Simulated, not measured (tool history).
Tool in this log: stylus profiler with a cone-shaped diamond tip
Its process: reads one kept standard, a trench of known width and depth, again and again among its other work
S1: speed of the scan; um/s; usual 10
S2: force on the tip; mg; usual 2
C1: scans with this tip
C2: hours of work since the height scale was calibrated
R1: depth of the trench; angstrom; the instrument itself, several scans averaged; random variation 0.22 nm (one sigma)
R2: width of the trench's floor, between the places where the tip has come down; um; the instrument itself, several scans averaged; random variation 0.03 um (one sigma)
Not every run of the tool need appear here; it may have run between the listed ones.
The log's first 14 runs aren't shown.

Run 15, hour 157.6: usual settings but S2 4.07 mg; C1 4213; C2 346. Result: R1 10106.8 angstrom, R2 93.24 um.
At hour 159.2: height scale calibrated on a step standard.
Run 16, hour 171.4: usual settings but S2 4.07 mg; C1 4339; C2 9. Result: R1 10097.1 angstrom, R2 93.19 um.
Run 17, hour 185.4: usual settings but S1 38 um/s, S2 0.75 mg; C1 4471; C2 20. Result: R1 10014.4 angstrom, R2 92.74 um.
Run 18, hour 197.1: usual settings but S1 14 um/s, S2 5.54 mg; C1 4582; C2 29. Result: R1 10124.2 angstrom, R2 93.07 um.
Run 19, hour 210.3: usual settings but S1 5 um/s, S2 4.64 mg; C1 4707; C2 40. Result: R1 10109 angstrom, R2 93.18 um.
Run 20, hour 220.6: usual settings but S1 19 um/s, S2 3.15 mg; C1 4804; C2 48. Result: R1 10076.1 angstrom, R2 92.97 um.
Run 21, hour 228.8: usual settings but S1 19 um/s, S2 3.15 mg; C1 4882; C2 54. Result: R1 10075.2 angstrom, R2 93.01 um.
Run 22, hour 238.8: usual settings but S1 19 um/s, S2 3.15 mg; C1 4977; C2 62. Result: R1 10078.3 angstrom, R2 92.94 um.
Run 23, hour 247.4: usual settings but S1 3 um/s, S2 2.63 mg; C1 5059; C2 69. Result: R1 10063.4 angstrom, R2 93.07 um.
At hour 253: height scale calibrated on a step standard, once more.
Run 24, hour 256.4: usual settings but S1 2 um/s, S2 0.69 mg; C1 5138; C2 3. Result: R1 10046 angstrom, R2 93.03 um.
Run 25, hour 266: usual settings but S1 9 um/s, S2 1.15 mg; C1 5230; C2 10. Result: R1 10062.8 angstrom, R2 92.97 um.
Run 26, hour 277.1: usual settings but S1 35 um/s, S2 3.14 mg; C1 5334; C2 19. Result: R1 10108.5 angstrom, R2 92.85 um.
Run 27, hour 290: usual settings but S1 35 um/s, S2 3.14 mg; C1 5457; C2 29. Result: R1 10110.9 angstrom, R2 92.81 um.
Run 28, hour 298.7: usual settings but S1 21 um/s, S2 0.84 mg; C1 5539; C2 36. Result: R1 10046.8 angstrom, R2 92.82 um.
Run 29, hour 314.1: usual settings but S1 21 um/s, S2 0.84 mg; C1 5685; C2 47. Result: R1 10044.6 angstrom, R2 92.76 um.
Run 30, hour 321: usual settings but S1 2 um/s, S2 2.2 mg; C1 5750; C2 53. Result: R1 10081.8 angstrom, R2 92.92 um.
Run 31, hour 334.2: usual settings but S1 4 um/s, S2 0.85 mg; C1 5875; C2 63. Result: R1 10045.8 angstrom, R2 92.93 um.

Forecast each of these 4 alternatives for the next run:
Run A, hour 345.3: usual settings but S1 3 um/s, S2 1.62 mg; C1 5981; C2 72. Result: R1 ?, R2 ?.
Run B, hour 345.3: usual settings but S1 4 um/s; C1 5981; C2 72. Result: R1 ?, R2 ?.
Run C, hour 345.3: usual settings but S1 16 um/s, S2 0.85 mg; C1 5981; C2 72. Result: R1 ?, R2 ?.
Run D, hour 345.3: usual settings but S1 4 um/s, S2 1.23 mg; C1 5981; C2 72. Result: R1 ?, R2 ?.

run       R1     R2
  A  10069.4  92.92
  B  10080.6  92.92
  C  10043.9  92.76
  D  10056.4  92.98
Without the tool's unlogged condition, the same runs would have read:
run       R1     R2
  A  10068.7     94
  B    10080  93.99
  C  10043.2  93.84
  D  10055.8  94.05

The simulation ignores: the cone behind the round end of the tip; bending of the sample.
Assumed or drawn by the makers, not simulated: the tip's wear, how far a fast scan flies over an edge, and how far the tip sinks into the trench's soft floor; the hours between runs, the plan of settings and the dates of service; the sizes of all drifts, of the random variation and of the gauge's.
